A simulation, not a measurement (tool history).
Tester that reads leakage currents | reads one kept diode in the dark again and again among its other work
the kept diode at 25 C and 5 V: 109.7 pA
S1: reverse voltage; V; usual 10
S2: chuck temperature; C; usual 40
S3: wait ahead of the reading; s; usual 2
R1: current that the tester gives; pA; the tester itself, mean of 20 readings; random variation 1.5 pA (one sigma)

Run 1, day 0: usual settings. Result: R1 480.56 pA.
Run 2, day 5.367: usual settings. Result: R1 478.72 pA.
Run 3, day 10.904: usual settings. Result: R1 474.9 pA.
Run 4, day 16.908: usual settings. Result: R1 475.72 pA.
Run 5, day 21.171: usual settings but S3 0.86 s. Result: R1 475.32 pA.
Run 6, day 24.438: usual settings but S3 9.43 s. Result: R1 473.7 pA.
Run 7, day 29.45: usual settings but S3 9.43 s. Result: R1 471.22 pA.
At day 31.296: chuck's temperature calibrated.
Run 8, day 34.279: usual settings but S3 9.43 s. Result: R1 496.13 pA.
Run 9, day 39.35: usual settings but S3 9.43 s. Result: R1 495.09 pA.
Run 10, day 44.938: usual settings. Result: R1 496.18 pA.
Run 11, day 48.208: usual settings but S2 51 C. Result: R1 1096.66 pA.
Run 12, day 52.146: usual settings but S1 12.6 V, S2 28 C, S3 0.32 s. Result: R1 221 pA.
Run 13, day 56.075: usual settings but S1 1.2 V, S2 43 C, S3 4.34 s. Result: R1 213.65 pA.
Run 14, day 60.529: usual settings but S1 1.2 V, S2 43 C, S3 4.34 s. Result: R1 212.58 pA.
Run 15, day 66.825: usual settings but S1 12 V, S2 38 C, S3 8.81 s. Result: R1 458.67 pA.
Run 16, day 72.317: usual settings but S2 30 C, S3 0.34 s. Result: R1 225.66 pA.
Run 17, day 77.562: usual settings but S1 5.1 V, S3 0.46 s. Result: R1 344.68 pA.
Run 18, day 81.971: usual settings but S1 1.5 V, S2 36 C, S3 4.26 s. Result: R1 137.65 pA.
Run 19, day 87.054: usual settings but S1 15.5 V, S2 32 C, S3 0.94 s. Result: R1 322.12 pA.
Run 20, day 90.238: usual settings but S1 15.5 V, S2 32 C, S3 0.94 s. Result: R1 322.5 pA.
Run 21, day 94.938: usual settings but S1 15.5 V, S2 32 C, S3 0.94 s. Result: R1 320.27 pA.
Run 22, day 98.754: usual settings but S1 8.8 V, S3 8.94 s. Result: R1 445.99 pA.

Forecast each of these 5 alternatives for the next run:
Run A, day 103.454: usual settings but S1 16 V, S3 0.58 s. Result: R1 ?.
Run B, day 103.454: usual settings but S2 43 C, S3 1.78 s. Result: R1 ?.
Run C, day 103.454: usual settings but S2 28 C. Result: R1 ?.
Run D, day 103.454: usual settings but S1 8.8 V, S3 5.89 s. Result: R1 ?.
Run E, day 103.454: usual settings but S3 5.42 s. Result: R1 ?.

run      R1
  A  601.78
  B  591.98
  C  185.61
  D  442.49
  E     473
Without the tool's hidden state the same runs would have given:
run      R1
  A  643.93
  B  633.98
  C  198.64
  D  474.21
  E  506.78

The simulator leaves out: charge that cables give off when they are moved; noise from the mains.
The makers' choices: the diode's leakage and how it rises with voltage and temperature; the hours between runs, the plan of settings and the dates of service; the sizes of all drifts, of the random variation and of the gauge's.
